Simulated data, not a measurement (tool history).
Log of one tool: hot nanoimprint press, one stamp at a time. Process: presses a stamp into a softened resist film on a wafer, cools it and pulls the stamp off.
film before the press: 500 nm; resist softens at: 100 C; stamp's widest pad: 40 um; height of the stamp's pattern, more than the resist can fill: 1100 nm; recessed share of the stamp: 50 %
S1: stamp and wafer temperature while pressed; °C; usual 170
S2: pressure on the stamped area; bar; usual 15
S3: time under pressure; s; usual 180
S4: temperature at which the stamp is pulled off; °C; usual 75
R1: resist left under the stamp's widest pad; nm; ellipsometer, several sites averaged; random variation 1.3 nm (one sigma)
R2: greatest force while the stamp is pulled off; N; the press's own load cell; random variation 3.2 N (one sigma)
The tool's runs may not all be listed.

run 1 hour=0 | S1=170 S2=15 S3=180 S4=75 | R1=221 R2=219
run 2 hour=45.4 | S1=161 S2=15 S3=180 S4=75 | R1=348.8 R2=227
-- hour=64 press's hydraulic seals changed and the load cell set to zero
run 3 hour=108 | S1=161 S2=15 S3=180 S4=75 | R1=340.7 R2=240
run 4 hour=143.2 | S1=161 S2=15 S3=180 S4=75 | R1=346.2 R2=236
run 5 hour=191.2 | S1=161 S2=15 S3=180 S4=75 | R1=354 R2=241
-- hour=225 plate thermocouple calibrated
run 6 hour=254.1 | S1=170 S2=15 S3=180 S4=69 | R1=244.6 R2=312
-- hour=294.8 stamp cleaned and given a new release coat
run 7 hour=314.3 | S1=170 S2=15 S3=180 S4=69 | R1=247.9 R2=247
run 8 hour=358.5 | S1=165 S2=15 S3=180 S4=75 | R1=322 R2=218
run 9 hour=417.8 | S1=165 S2=15 S3=180 S4=75 | R1=320.2 R2=227
run 10 hour=456.3 | S1=165 S2=15 S3=180 S4=75 | R1=328.6 R2=242
run 11 hour=517.6 | S1=165 S2=15 S3=180 S4=75 | R1=333.2 R2=245
-- hour=583.3 plate thermocouple calibrated, once more
run 12 hour=599.5 | S1=170 S2=15 S3=180 S4=75 | R1=205.3 R2=235
run 13 hour=677.5 | S1=170 S2=15.8 S3=180 S4=75 | R1=204.1 R2=249
-- hour=711.1 stamp cleaned and given a new release coat
run 14 hour=749.1 | S1=170 S2=15.8 S3=180 S4=75 | R1=206.1 R2=199
run 15 hour=795.5 | S1=164 S2=15 S3=180 S4=75 | R1=291.8 R2=212
-- hour=839.6 press's hydraulic seals changed and the load cell set to zero
run 16 hour=847.5 | S1=170 S2=22.5 S3=180 S4=75 | R1=174.9 R2=215
run 17 hour=910.9 | S1=158 S2=23.3 S3=127 S4=74 | R1=367.1 R2=230
run 18 hour=969.1 | S1=158 S2=23.3 S3=127 S4=74 | R1=370.2 R2=237
run 19 hour=1040.6 | S1=158 S2=12.6 S3=166 S4=74 | R1=401.4 R2=254
run 20 hour=1113.6 | S1=158 S2=18.7 S3=166 S4=82 | R1=375.7 R2=207
-- hour=1127.1 plate thermocouple calibrated
-- hour=1133.1 stamp cleaned and given a new release coat
run 21 hour=1199.9 | S1=158 S2=18.7 S3=166 S4=82 | R1=353.1 R2=166
run 22 hour=1258.3 | S1=158 S2=9.4 S3=119 S4=82 | R1=435.4 R2=167
run 23 hour=1322.5 | S1=158 S2=9.4 S3=119 S4=82 | R1=431 R2=181
run 24 hour=1362.8 | S1=170 S2=15 S3=180 S4=74 | R1=213.9 R2=232
run 25 hour=1442.9 | S1=170 S2=15 S3=180 S4=74 | R1=216 R2=254
run 26 hour=1504.3 | S1=170 S2=15 S3=180 S4=74 | R1=222.2 R2=257
-- hour=1545.9 stamp cleaned and given a new release coat
run 27 hour=1558.2 | S1=170 S2=15 S3=180 S4=74 | R1=220.5 R2=211
-- hour=1610.2 press's hydraulic seals changed and the load cell set to zero
run 28 hour=1625.4 | S1=174 S2=13.3 S3=180 S4=74 | R1=189.7 R2=215
-- hour=1670.7 plate thermocouple calibrated
run 29 hour=1697.7 | S1=177 S2=15.5 S3=114 S4=61 | R1=161.8 R2=295

Forecast each of these 3 alternatives for the next run:
run A hour=1731.6 | S1=177 S2=10.7 S3=346 S4=60 | R1=? R2=?
run B hour=1731.6 | S1=177 S2=10.6 S3=114 S4=61 | R1=? R2=?
run C hour=1731.6 | S1=173 S2=15 S3=180 S4=75 | R1=? R2=?

run=A R1=121.2 R2=308
run=B R1=196.4 R2=300
run=C R1=171.3 R2=219
Without the tool's hidden state the same runs would have given:
run=A R1=121 R2=274
run=B R1=196 R2=266
run=C R1=170.9 R2=195

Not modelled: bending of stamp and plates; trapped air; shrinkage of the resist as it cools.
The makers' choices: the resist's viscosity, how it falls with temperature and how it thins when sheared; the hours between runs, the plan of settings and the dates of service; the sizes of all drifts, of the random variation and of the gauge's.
